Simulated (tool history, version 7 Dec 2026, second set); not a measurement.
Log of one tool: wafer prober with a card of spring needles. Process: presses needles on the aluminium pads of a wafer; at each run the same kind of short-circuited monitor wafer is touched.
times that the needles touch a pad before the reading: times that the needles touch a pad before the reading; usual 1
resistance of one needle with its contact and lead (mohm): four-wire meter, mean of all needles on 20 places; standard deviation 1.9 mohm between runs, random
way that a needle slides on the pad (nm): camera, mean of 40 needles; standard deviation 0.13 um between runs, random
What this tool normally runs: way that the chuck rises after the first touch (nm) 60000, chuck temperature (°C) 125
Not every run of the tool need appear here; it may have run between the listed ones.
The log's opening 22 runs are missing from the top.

| run | day | way that the chuck rises after the first touch (nm) | chuck temperature (°C) | times that the needles touch a pad before the reading | resistance of one needle with its contact and lead (mohm) | way that a needle slides on the pad (nm) |
|---|---|---|---|---|---|---|
|  | 14.571 | tips cleaned on abrasive film |
|  | 14.979 | tips cleaned on abrasive film |
| 23 | 15.162 | 52000 | 125 | 1 | 271 | 9170 |
|  | 15.392 | tips cleaned on abrasive film |
| 24 | 15.729 | 54000 | 93 | 3 | 228 | 9390 |
|  | 15.804 | tips cleaned on abrasive film |
|  | 16.229 | tips cleaned on abrasive film |
| 25 | 16.6 | 54000 | 93 | 3 | 229 | 9260 |
|  | 16.679 | tips cleaned on abrasive film |
|  | 17.108 | tips cleaned on abrasive film |
| 26 | 17.5 | 54000 | 40 | 2 | 251 | 9340 |
|  | 17.588 | tips cleaned on abrasive film |
|  | 18.004 | tips cleaned on abrasive film |
| 27 | 18.171 | 74000 | 29 | 2 | 198 | 12810 |
|  | 18.462 | tips cleaned on abrasive film |
| 28 | 18.679 | 74000 | 29 | 2 | 208 | 12990 |
|  | 18.896 | tips cleaned on abrasive film |
|  | 19.354 | tips cleaned on abrasive film |
| 29 | 19.417 | 71000 | 100 | 2 | 205 | 12490 |
|  | 19.821 | tips cleaned on abrasive film |
| 30 | 19.971 | 71000 | 100 | 2 | 214 | 12270 |

What if the next run were any one of these 4? Each begins from the tool's condition after run 30:
|  | 20.246 | tips cleaned on abrasive film |
|  | 20.675 | tips cleaned on abrasive film |
| A | 20.842 | 72000 | 106 | 1 | ? | ? |
|  | 20.246 | tips cleaned on abrasive film |
|  | 20.675 | tips cleaned on abrasive film |
| B | 20.842 | 71000 | 51 | 2 | ? | ? |
|  | 20.246 | tips cleaned on abrasive film |
|  | 20.675 | tips cleaned on abrasive film |
| C | 20.842 | 50000 | 125 | 3 | ? | ? |
|  | 20.246 | tips cleaned on abrasive film |
|  | 20.675 | tips cleaned on abrasive film |
| D | 20.842 | 60000 | 125 | 2 | ? | ? |

| run | resistance of one needle with its contact and lead (mohm) | way that a needle slides on the pad (nm) |
|---|---|---|
| A | 227 | 12480 |
| B | 207 | 12330 |
| C | 231 | 8330 |
| D | 231 | 10160 |
With the hidden condition removed and each run's random variation left untouched, the same runs would have given:
| run | resistance of one needle with its contact and lead (mohm) | way that a needle slides on the pad (nm) |
|---|---|---|
| A | 192 | 12690 |
| B | 182 | 12540 |
| C | 204 | 8540 |
| D | 201 | 10370 |

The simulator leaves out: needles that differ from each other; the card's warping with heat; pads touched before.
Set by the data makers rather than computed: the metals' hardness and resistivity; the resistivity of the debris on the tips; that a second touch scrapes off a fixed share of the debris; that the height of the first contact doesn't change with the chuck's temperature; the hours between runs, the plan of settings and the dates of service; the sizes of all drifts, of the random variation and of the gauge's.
